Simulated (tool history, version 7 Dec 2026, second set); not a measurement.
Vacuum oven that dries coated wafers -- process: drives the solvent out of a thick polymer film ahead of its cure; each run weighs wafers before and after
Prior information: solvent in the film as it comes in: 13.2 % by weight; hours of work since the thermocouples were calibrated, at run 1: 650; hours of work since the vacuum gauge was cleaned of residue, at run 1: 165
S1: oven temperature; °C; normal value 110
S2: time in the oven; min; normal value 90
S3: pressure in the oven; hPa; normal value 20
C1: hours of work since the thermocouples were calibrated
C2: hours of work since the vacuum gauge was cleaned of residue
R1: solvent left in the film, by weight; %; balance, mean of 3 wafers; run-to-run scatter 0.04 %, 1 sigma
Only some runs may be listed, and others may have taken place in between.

run	hour	S1	S2	S3	C1	C2	R1
1	0	110	90	20	650	165	3.19
2	22.4	110	90	20	662	177	3.23
3	35.4	110	90	20	668	183	3.16
4	48.9	110	90	20.3	675	190	3.28
5	71.3	110	90	20	687	202	3.23
6	84.2	110	90	20	694	209	3.2
7	94.2	110	90	20	699	214	3.27
8	106.6	110	90	20	705	220	3.26
9	119.3	110	90	26.6	712	227	4.12
10	132.7	110	90	26.6	719	234	4.19
11	146.9	110	90	26.6	726	241	4.15
12	165.6	110	90	20	736	251	3.2
13	177.9	110	90	20	743	258	3.19
14	200.4	110	90	20	754	269	3.21
15	214.1	110	90	20	761	276	3.22
16	228.4	110	90	20	769	284	3.23
17	238.1	110	90	20	774	289	3.25
18	251.6	120	90	20	781	296	2.11
19	266.9	110	62	20	789	304	3.79
20	286.3	110	62	20	799	314	3.84
21	306.6	110	62	20	810	325	3.72
22	326.5	110	62	20	820	335	3.86
23	346.5	110	90	75.2	830	345	10.86
24	358.3	110	90	75.2	836	351	10.91
25	379.1	99	79	71.8	847	362	13.29
26	393.2	110	95	66.9	855	370	9.66
27	407	103	114	20	862	377	4.29
28	426.4	124	76	44	872	387	4.03
29	446	124	76	44	882	397	4
30	457.5	99	63	50.1	888	403	11.08
31	472.5	99	63	27.1	896	411	7.48
32	485	99	74	27.1	902	417	7.13
# hour 498.2: oven's thermocouples calibrated
33	500.7	99	74	27.1	1	425	7.66
34	516.4	125	108	20	9	433	1.95
35	528.4	125	108	20	16	439	1.91
36	550.5	117	100	65.9	27	450	8
37	572.4	108	90	33.9	39	462	6.01
38	587.4	110	117	22.7	46	470	3.77
39	602	110	117	22.7	54	477	3.75
40	613	110	117	22.7	60	483	3.73
41	635.1	123	82	34.2	71	494	3.5
42	651.7	118	90	30.4	80	503	3.63
43	661.2	118	90	30.4	85	508	3.72
44	673.5	98	139	30.4	91	514	7.65
45	684.7	108	103	19.5	97	520	3.73
46	705.4	108	103	19.5	108	531	3.7

Results for each run, recomputed without the tool's hidden state and with each run's random variation untouched:
What the log doesn't record here: true wafer temperature over the reading, C; true pressure over the reading, kPa; drift of the gauge itself on solvent_pct, %.
run	R1
1	3.31
2	3.35
3	3.28
4	3.39
5	3.34
6	3.31
7	3.38
8	3.37
9	4.26
10	4.33
11	4.28
12	3.3
13	3.28
14	3.3
15	3.31
16	3.32
17	3.35
18	2.13
19	3.95
20	4
21	3.88
22	4.01
23	11.24
24	11.3
25	13.29
26	9.99
27	4.38
28	4.12
29	4.1
30	11.38
31	7.71
32	7.35
33	7.38
34	1.82
35	1.78
36	7.8
37	5.77
38	3.54
39	3.52
40	3.5
41	3.34
42	3.45
43	3.54
44	7.29
45	3.47
46	3.44
